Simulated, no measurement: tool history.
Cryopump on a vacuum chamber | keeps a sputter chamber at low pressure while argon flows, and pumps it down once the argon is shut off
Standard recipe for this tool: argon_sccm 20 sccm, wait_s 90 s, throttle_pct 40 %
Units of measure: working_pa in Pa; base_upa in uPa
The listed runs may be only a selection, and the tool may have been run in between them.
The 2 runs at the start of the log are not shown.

run   hour  argon_sccm  wait_s  throttle_pct  working_pa  base_upa
  3   49.9          20      90            40      0.0396      0.77
  4   70.7          20      90            40      0.0392      0.76
  5   84.1          20      90            40      0.0404      0.76
  6  101.5          20      90            41      0.0388      0.74
  7  122.8          20      90            55      0.0289      0.77
  8  147.2          20      90            55      0.0289      0.77
  9  163.3          20      90            55      0.0295      0.79
 10  179.7          20      90            55      0.0287      0.77
 11  204.6          20      90            55      0.0301       0.8
 12  228.6          20      90            55      0.0296       0.8
 13  246.2          20      90            55      0.0294       0.8
 14    277          20      90            16      0.0973      0.75
 15  308.4          20      90            40      0.0406       0.8
 16  336.2          30      90            40      0.0599      0.81
 17  349.7          30      90            40      0.0611      0.85
 18  379.7          30      90            40      0.0609      0.79
 19  409.1          30      90            40       0.061      0.81
 20  435.2          35     223            40      0.0705      0.53
 21  453.3          35     223            40      0.0703      0.56
 22  483.6          20     127            40      0.0409      0.68

Run 23, settings as shown, results not yet in. Your forecast:
 23  507.9          20     127            40           ?         ?

Run 23 produced working_pa 0.0412 Pa, base_upa 0.65 uPa.
Were there no unlogged condition in the tool, this run, its random variation unchanged, would have produced working_pa 0.0391 Pa, base_upa 0.44 uPa.
